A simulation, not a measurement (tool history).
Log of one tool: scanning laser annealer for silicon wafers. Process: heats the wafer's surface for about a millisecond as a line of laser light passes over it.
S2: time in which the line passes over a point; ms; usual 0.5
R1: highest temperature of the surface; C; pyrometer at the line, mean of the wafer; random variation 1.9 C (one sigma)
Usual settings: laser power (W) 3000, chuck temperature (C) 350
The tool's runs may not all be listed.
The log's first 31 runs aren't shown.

run 32 hour=413.7 | laser_power_(W)=3137 S2=0.61 chuck_temperature_(C)=342 | R1=1217
run 33 hour=430.4 | laser_power_(W)=3137 S2=0.61 chuck_temperature_(C)=342 | R1=1214
-- hour=444.3 optics aligned, line set to its width
run 34 hour=446.7 | laser_power_(W)=3000 S2=0.358 chuck_temperature_(C)=350 | R1=1013
run 35 hour=462.7 | laser_power_(W)=2718 S2=0.536 chuck_temperature_(C)=322 | R1=1029
run 36 hour=474.1 | laser_power_(W)=2683 S2=0.37 chuck_temperature_(C)=376 | R1=961
run 37 hour=490.1 | laser_power_(W)=2934 S2=0.36 chuck_temperature_(C)=350 | R1=993
run 38 hour=498.6 | laser_power_(W)=2934 S2=0.36 chuck_temperature_(C)=350 | R1=993
run 39 hour=508.9 | laser_power_(W)=2934 S2=0.36 chuck_temperature_(C)=350 | R1=991
run 40 hour=526 | laser_power_(W)=2934 S2=0.36 chuck_temperature_(C)=350 | R1=990

Forecast each of these 5 alternatives for the next run:
run A hour=542.3 | laser_power_(W)=2705 S2=0.36 chuck_temperature_(C)=350 | R1=?
run B hour=542.3 | laser_power_(W)=2737 S2=0.381 chuck_temperature_(C)=381 | R1=?
run C hour=542.3 | laser_power_(W)=3110 S2=0.5 chuck_temperature_(C)=350 | R1=?
run D hour=542.3 | laser_power_(W)=3219 S2=0.5 chuck_temperature_(C)=361 | R1=?
run E hour=542.3 | laser_power_(W)=2686 S2=0.617 chuck_temperature_(C)=373 | R1=?

run=A R1=927
run=B R1=984
run=C R1=1153
run=D R1=1207
run=E R1=1107
Without the tool's hidden state the same runs would have given:
run=A R1=945
run=B R1=1003
run=C R1=1178
run=D R1=1233
run=E R1=1130

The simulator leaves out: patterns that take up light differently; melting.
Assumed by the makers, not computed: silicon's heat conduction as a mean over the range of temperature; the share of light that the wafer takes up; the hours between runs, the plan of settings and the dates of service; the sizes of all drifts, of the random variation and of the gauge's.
